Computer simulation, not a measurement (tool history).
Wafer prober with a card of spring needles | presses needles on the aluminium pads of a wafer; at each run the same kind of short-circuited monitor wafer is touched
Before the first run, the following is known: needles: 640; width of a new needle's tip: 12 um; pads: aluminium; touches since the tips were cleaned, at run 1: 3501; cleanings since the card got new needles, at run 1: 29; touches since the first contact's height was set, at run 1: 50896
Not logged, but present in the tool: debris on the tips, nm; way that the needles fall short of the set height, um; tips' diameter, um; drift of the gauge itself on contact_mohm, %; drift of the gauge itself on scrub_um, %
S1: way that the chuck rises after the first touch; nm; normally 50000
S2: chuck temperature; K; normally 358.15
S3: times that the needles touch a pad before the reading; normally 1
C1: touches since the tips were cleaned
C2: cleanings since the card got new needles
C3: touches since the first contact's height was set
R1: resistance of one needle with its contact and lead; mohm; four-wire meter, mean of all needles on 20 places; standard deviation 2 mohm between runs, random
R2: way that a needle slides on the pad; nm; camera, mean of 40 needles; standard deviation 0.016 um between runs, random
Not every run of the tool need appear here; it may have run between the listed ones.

run 1 hour=0 | S1=50000 S2=358.15 S3=1 | C1=3501 C2=29 C3=50896 | R1=318 R2=12690
-- hour=6.6 tips cleaned on abrasive film
-- hour=28 tips cleaned on abrasive film
run 2 hour=34.5 | S1=50000 S2=358.15 S3=1 | C1=1768 C2=31 C3=60268 | R1=295 R2=12620
-- hour=47.9 tips cleaned on abrasive film
run 3 hour=56.7 | S1=50000 S2=358.15 S3=1 | C1=2382 C2=32 C3=66288 | R1=297 R2=12590
-- hour=64.1 height of the first contact set anew
-- hour=68.3 tips cleaned on abrasive film
-- hour=88.4 tips cleaned on abrasive film
run 4 hour=88.4 | S1=50000 S2=358.15 S3=1 | C1=0 C2=34 C3=6594 | R1=234 R2=12770
-- hour=109.6 tips cleaned on abrasive film
run 5 hour=110.8 | S1=50000 S2=358.15 S3=1 | C1=310 C2=35 C3=12668 | R1=241 R2=12770
-- hour=129.6 tips cleaned on abrasive film
run 6 hour=129.6 | S1=50000 S2=358.15 S3=1 | C1=0 C2=36 C3=17780 | R1=228 R2=12710
-- hour=150.7 tips cleaned on abrasive film
-- hour=158.5 tips cleaned on abrasive film, once more
run 7 hour=158.5 | S1=50000 S2=358.15 S3=1 | C1=12 C2=38 C3=25628 | R1=230 R2=12710
run 8 hour=175.9 | S1=50000 S2=358.15 S3=1 | C1=4746 C2=38 C3=30362 | R1=345 R2=12680
-- hour=179 tips cleaned on abrasive film
-- hour=198.7 tips cleaned on abrasive film
run 9 hour=210.9 | S1=50000 S2=358.15 S3=1 | C1=3313 C2=40 C3=39870 | R1=323 R2=12660
-- hour=218.8 tips cleaned on abrasive film
run 10 hour=237.1 | S1=50000 S2=358.15 S3=1 | C1=5015 C2=41 C3=47008 | R1=342 R2=12660
-- hour=240.2 tips cleaned on abrasive film
run 11 hour=254.8 | S1=50000 S2=358.15 S3=1 | C1=3985 C2=42 C3=51807 | R1=330 R2=12670
-- hour=261.2 tips cleaned on abrasive film
run 12 hour=273.1 | S1=50000 S2=358.15 S3=1 | C1=3240 C2=43 C3=56768 | R1=313 R2=12610
-- hour=282.2 tips cleaned on abrasive film
-- hour=302.6 tips cleaned on abrasive film
run 13 hour=310.4 | S1=50000 S2=358.15 S3=1 | C1=2121 C2=45 C3=66908 | R1=304 R2=12560
-- hour=317.2 height of the first contact set anew
-- hour=324.2 tips cleaned on abrasive film
-- hour=344.3 tips cleaned on abrasive film
run 14 hour=344.3 | S1=50000 S2=358.15 S3=1 | C1=0 C2=47 C3=7364 | R1=232 R2=12760
run 15 hour=359.5 | S1=50000 S2=358.15 S3=2 | C1=4153 C2=47 C3=11517 | R1=290 R2=12770
-- hour=364.4 tips cleaned on abrasive film
-- hour=385 tips cleaned on abrasive film
run 16 hour=385 | S1=50000 S2=358.15 S3=2 | C1=0 C2=49 C3=18426 | R1=224 R2=12750
-- hour=405.6 tips cleaned on abrasive film
run 17 hour=405.6 | S1=58000 S2=358.15 S3=1 | C1=0 C2=50 C3=24017 | R1=231 R2=14790
-- hour=426.7 tips cleaned on abrasive film
run 18 hour=433.2 | S1=67000 S2=314.15 S3=1 | C1=1781 C2=51 C3=31531 | R1=250 R2=17060
-- hour=447.7 tips cleaned on abrasive film
run 19 hour=466 | S1=31000 S2=307.15 S3=1 | C1=4977 C2=52 C3=40444 | R1=546 R2=7850
-- hour=468.6 tips cleaned on abrasive film
-- hour=488.4 tips cleaned on abrasive film
run 20 hour=498.1 | S1=65000 S2=307.15 S3=2 | C1=2644 C2=54 C3=49150 | R1=242 R2=16500
-- hour=507.9 tips cleaned on abrasive film
-- hour=528 tips cleaned on abrasive film
run 21 hour=533 | S1=65000 S2=307.15 S3=2 | C1=1339 C2=56 C3=58626 | R1=233 R2=16480
-- hour=548.3 tips cleaned on abrasive film
run 22 hour=565.7 | S1=34000 S2=336.15 S3=2 | C1=4735 C2=57 C3=67539 | R1=383 R2=8500
-- hour=570.7 tips cleaned on abrasive film
-- hour=571 height of the first contact set anew
-- hour=591.8 tips cleaned on abrasive film
run 23 hour=598.1 | S1=34000 S2=336.15 S3=2 | C1=1714 C2=59 C3=7370 | R1=311 R2=8690
-- hour=611.3 tips cleaned on abrasive film
-- hour=631.2 tips cleaned on abrasive film
run 24 hour=633.5 | S1=33000 S2=358.15 S3=2 | C1=630 C2=61 C3=17002 | R1=275 R2=8380
-- hour=652.4 tips cleaned on abrasive film
run 25 hour=661.8 | S1=33000 S2=388.15 S3=1 | C1=2583 C2=62 C3=24704 | R1=423 R2=8370
-- hour=671.9 tips cleaned on abrasive film
run 26 hour=678.5 | S1=33000 S2=326.15 S3=1 | C1=1790 C2=63 C3=29217 | R1=395 R2=8350
-- hour=693.6 tips cleaned on abrasive film
run 27 hour=712.8 | S1=42000 S2=384.15 S3=3 | C1=5246 C2=64 C3=38561 | R1=295 R2=10650
-- hour=716.3 tips cleaned on abrasive film
run 28 hour=729.1 | S1=42000 S2=384.15 S3=3 | C1=3474 C2=65 C3=42978 | R1=284 R2=10630
-- hour=736.7 tips cleaned on abrasive film
run 29 hour=745.8 | S1=42000 S2=384.15 S3=3 | C1=2479 C2=66 C3=47515 | R1=277 R2=10630
-- hour=758.3 tips cleaned on abrasive film
run 30 hour=777 | S1=52000 S2=384.15 S3=3 | C1=5112 C2=67 C3=56025 | R1=275 R2=13180
-- hour=778.8 tips cleaned on abrasive film
-- hour=798.3 tips cleaned on abrasive film
run 31 hour=814.2 | S1=52000 S2=307.15 S3=2 | C1=4344 C2=69 C3=66111 | R1=286 R2=13120

Alternative continuations, all from the tool just after run 31; predict every row:
-- hour=819.8 tips cleaned on abrasive film
-- hour=823.5 height of the first contact set anew
run A hour=838.5 | S1=45000 S2=316.15 S3=1 | C1=5040 C2=70 C3=4108 | R1=? R2=?
-- hour=819.8 tips cleaned on abrasive film
-- hour=823.5 height of the first contact set anew
run B hour=838.5 | S1=61000 S2=346.15 S3=1 | C1=5040 C2=70 C3=4108 | R1=? R2=?
-- hour=819.8 tips cleaned on abrasive film
-- hour=823.5 height of the first contact set anew
run C hour=838.5 | S1=50000 S2=358.15 S3=2 | C1=5040 C2=70 C3=4108 | R1=? R2=?

run=A R1=386 R2=11540
run=B R1=311 R2=15620
run=C R1=301 R2=12790
With no hidden state in the tool, these same runs would have given:
run=A R1=214 R2=11540
run=B R1=214 R2=15620
run=C R1=221 R2=12790
